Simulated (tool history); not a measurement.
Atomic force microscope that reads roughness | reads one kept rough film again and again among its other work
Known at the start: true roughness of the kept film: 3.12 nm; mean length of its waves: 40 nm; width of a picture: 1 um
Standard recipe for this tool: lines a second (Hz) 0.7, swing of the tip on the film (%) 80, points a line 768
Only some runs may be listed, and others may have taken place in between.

run	hour	lines a second (Hz)	swing of the tip on the film (%)	points a line	roughness of the kept film (nm (root mean square))
1	0	0.7	80	768	2.727
2	8	0.7	76	768	2.75
3	26.3	0.7	80	768	2.711
4	39.9	0.7	80	768	2.69
5	53.8	0.7	80	768	2.662
6	63.3	0.7	80	599	2.647
7	78.4	0.7	80	599	2.607
8	95.8	0.7	72	768	2.632
9	114.4	0.7	80	768	2.577
10	126.4	0.7	80	768	2.564
11	134	0.7	80	768	2.542
12	144.2	0.7	80	768	2.529
# hour 153.9: new tip fitted
13	162.1	0.7	59	768	2.918
14	171.3	0.7	82	288	2.767
15	180.3	0.7	82	288	2.787
16	191.3	0.7	82	288	2.734
17	205.2	1.066	81	479	2.667
18	215	0.7	85	297	2.669
19	226.3	0.54	64	419	2.806
20	236.9	2.308	61	466	2.675
21	248	2.501	63	270	2.624

What if the next run were any one of these 3? Each begins from the tool's condition after run 21:
A	265.1	3.797	80	768	?
B	265.1	0.822	57	503	?
C	265.1	3.776	80	819	?

run	roughness of the kept film (nm (root mean square))
A	2.227
B	2.724
C	2.229
Had the tool no hidden state, the same runs would have come out as:
run	roughness of the kept film (nm (root mean square))
A	2.373
B	2.904
C	2.376

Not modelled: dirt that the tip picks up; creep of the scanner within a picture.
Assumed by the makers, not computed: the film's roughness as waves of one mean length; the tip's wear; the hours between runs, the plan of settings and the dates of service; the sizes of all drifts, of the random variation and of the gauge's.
